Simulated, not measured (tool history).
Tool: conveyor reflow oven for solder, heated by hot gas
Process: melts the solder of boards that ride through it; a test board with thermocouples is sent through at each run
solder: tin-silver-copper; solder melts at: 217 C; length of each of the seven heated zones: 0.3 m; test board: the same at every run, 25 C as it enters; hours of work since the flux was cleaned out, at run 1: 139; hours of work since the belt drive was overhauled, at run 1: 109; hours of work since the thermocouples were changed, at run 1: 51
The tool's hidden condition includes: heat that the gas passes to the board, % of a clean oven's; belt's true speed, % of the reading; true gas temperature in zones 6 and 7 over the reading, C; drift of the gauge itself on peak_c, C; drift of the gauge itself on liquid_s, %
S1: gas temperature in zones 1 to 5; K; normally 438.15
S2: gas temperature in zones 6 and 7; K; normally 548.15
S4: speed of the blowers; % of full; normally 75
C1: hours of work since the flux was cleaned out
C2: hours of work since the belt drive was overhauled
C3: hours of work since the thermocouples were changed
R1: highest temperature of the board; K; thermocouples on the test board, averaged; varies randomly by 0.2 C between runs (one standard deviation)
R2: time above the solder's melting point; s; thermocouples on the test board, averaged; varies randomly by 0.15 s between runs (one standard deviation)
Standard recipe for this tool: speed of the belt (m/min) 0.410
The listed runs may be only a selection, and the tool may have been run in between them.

run 1 hour=0.0 | S1=438.15 S2=548.15 speed_of_the_belt_(m/min)=0.410 S4=75 | C1=139 C2=109 C3=51 | R1=530.75 R2=66.3
run 2 hour=15.8 | S1=438.15 S2=548.15 speed_of_the_belt_(m/min)=0.410 S4=75 | C1=150 C2=119 C3=62 | R1=530.55 R2=66.2
run 3 hour=49.6 | S1=438.15 S2=548.15 speed_of_the_belt_(m/min)=0.410 S4=75 | C1=172 C2=141 C3=84 | R1=530.15 R2=66.6
run 4 hour=84.8 | S1=438.15 S2=548.15 speed_of_the_belt_(m/min)=0.410 S4=75 | C1=195 C2=164 C3=107 | R1=530.35 R2=66.4
run 5 hour=111.8 | S1=438.15 S2=548.15 speed_of_the_belt_(m/min)=0.410 S4=75 | C1=213 C2=182 C3=124 | R1=530.45 R2=66.2
run 6 hour=140.7 | S1=438.15 S2=548.15 speed_of_the_belt_(m/min)=0.410 S4=75 | C1=231 C2=201 C3=143 | R1=530.15 R2=65.9
run 7 hour=156.8 | S1=438.15 S2=548.15 speed_of_the_belt_(m/min)=0.410 S4=57 | C1=242 C2=212 C3=154 | R1=525.25 R2=61.2
-- hour=168.4 flux residue cleaned out of gas plates and filters
run 8 hour=190.1 | S1=438.15 S2=548.15 speed_of_the_belt_(m/min)=0.410 S4=57 | C1=14 C2=230 C3=173 | R1=525.65 R2=61.9
run 9 hour=225.0 | S1=438.15 S2=548.15 speed_of_the_belt_(m/min)=0.410 S4=57 | C1=37 C2=253 C3=195 | R1=525.65 R2=61.8
run 10 hour=251.0 | S1=438.15 S2=548.15 speed_of_the_belt_(m/min)=0.410 S4=58 | C1=54 C2=270 C3=212 | R1=525.75 R2=62.1
run 11 hour=269.3 | S1=446.15 S2=548.15 speed_of_the_belt_(m/min)=0.410 S4=75 | C1=66 C2=282 C3=224 | R1=531.65 R2=70.3
run 12 hour=304.4 | S1=446.15 S2=548.15 speed_of_the_belt_(m/min)=0.410 S4=75 | C1=89 C2=305 C3=247 | R1=531.75 R2=70.5
run 13 hour=322.1 | S1=446.15 S2=548.15 speed_of_the_belt_(m/min)=0.410 S4=85 | C1=101 C2=317 C3=259 | R1=533.45 R2=71.9
run 14 hour=337.8 | S1=446.15 S2=548.15 speed_of_the_belt_(m/min)=0.410 S4=85 | C1=111 C2=327 C3=269 | R1=533.35 R2=71.9
run 15 hour=370.0 | S1=446.15 S2=548.15 speed_of_the_belt_(m/min)=0.410 S4=85 | C1=132 C2=348 C3=290 | R1=533.15 R2=71.8
run 16 hour=390.7 | S1=442.15 S2=555.15 speed_of_the_belt_(m/min)=0.410 S4=85 | C1=146 C2=362 C3=304 | R1=538.75 R2=73.8
run 17 hour=408.5 | S1=442.15 S2=555.15 speed_of_the_belt_(m/min)=0.410 S4=85 | C1=157 C2=373 C3=316 | R1=538.65 R2=73.9
run 18 hour=425.2 | S1=437.15 S2=555.15 speed_of_the_belt_(m/min)=0.421 S4=85 | C1=168 C2=384 C3=327 | R1=536.95 R2=68.9
run 19 hour=458.6 | S1=438.15 S2=548.15 speed_of_the_belt_(m/min)=0.410 S4=59 | C1=190 C2=406 C3=349 | R1=525.85 R2=61.9
run 20 hour=485.2 | S1=438.15 S2=548.15 speed_of_the_belt_(m/min)=0.410 S4=59 | C1=208 C2=424 C3=366 | R1=525.95 R2=61.7
run 21 hour=508.6 | S1=438.15 S2=548.15 speed_of_the_belt_(m/min)=0.427 S4=67 | C1=223 C2=439 C3=381 | R1=526.45 R2=60.2
run 22 hour=529.5 | S1=438.15 S2=546.15 speed_of_the_belt_(m/min)=0.410 S4=63 | C1=237 C2=453 C3=395 | R1=524.45 R2=61.5
-- hour=549.3 flux residue cleaned out of gas plates and filters
run 23 hour=560.7 | S1=430.15 S2=548.15 speed_of_the_belt_(m/min)=0.410 S4=75 | C1=8 C2=470 C3=412 | R1=529.55 R2=63.3
run 24 hour=588.1 | S1=430.15 S2=552.15 speed_of_the_belt_(m/min)=0.455 S4=85 | C1=25 C2=488 C3=430 | R1=531.35 R2=57.8
run 25 hour=603.0 | S1=447.15 S2=548.15 speed_of_the_belt_(m/min)=0.410 S4=59 | C1=35 C2=497 C3=440 | R1=527.95 R2=67.4
run 26 hour=633.0 | S1=448.15 S2=548.15 speed_of_the_belt_(m/min)=0.369 S4=75 | C1=55 C2=517 C3=460 | R1=534.95 R2=82.6
run 27 hour=652.4 | S1=433.15 S2=556.15 speed_of_the_belt_(m/min)=0.410 S4=51 | C1=68 C2=530 C3=472 | R1=529.25 R2=62.3
run 28 hour=680.1 | S1=433.15 S2=556.15 speed_of_the_belt_(m/min)=0.410 S4=51 | C1=86 C2=548 C3=490 | R1=529.15 R2=62.4
run 29 hour=706.0 | S1=438.15 S2=548.15 speed_of_the_belt_(m/min)=0.392 S4=87 | C1=103 C2=565 C3=508 | R1=533.85 R2=73.4
run 30 hour=723.2 | S1=438.15 S2=542.15 speed_of_the_belt_(m/min)=0.410 S4=71 | C1=114 C2=576 C3=519 | R1=524.05 R2=61.5

For each run, the measured value with the value that run would have given without the tool's hidden condition subtracted. The run-to-run variation is shared by both, the gauge scatter possibly not:
run=1 R1=-1.10 R2=-0.8
run=2 R1=-1.20 R2=-0.9
run=3 R1=-1.30 R2=-0.9
run=4 R1=-1.40 R2=-1.0
run=5 R1=-1.50 R2=-1.1
run=6 R1=-1.50 R2=-1.1
run=7 R1=-1.50 R2=-1.3
run=8 R1=-0.90 R2=-0.6
run=9 R1=-1.00 R2=-0.6
run=10 R1=-1.10 R2=-0.7
run=11 R1=-1.10 R2=-0.6
run=12 R1=-1.30 R2=-0.6
run=13 R1=-1.40 R2=-0.6
run=14 R1=-1.40 R2=-0.6
run=15 R1=-1.50 R2=-0.7
run=16 R1=-1.60 R2=-0.6
run=17 R1=-1.60 R2=-0.7
run=18 R1=-1.80 R2=-0.8
run=19 R1=-1.70 R2=-1.2
run=20 R1=-1.80 R2=-1.3
run=21 R1=-1.90 R2=-1.3
run=22 R1=-1.90 R2=-1.4
run=23 R1=-1.10 R2=-0.4
run=24 R1=-1.20 R2=-0.4
run=25 R1=-1.10 R2=-0.4
run=26 R1=-1.40 R2=-0.3
run=27 R1=-1.30 R2=-0.6
run=28 R1=-1.40 R2=-0.7
run=29 R1=-1.60 R2=-0.5
run=30 R1=-1.70 R2=-0.9
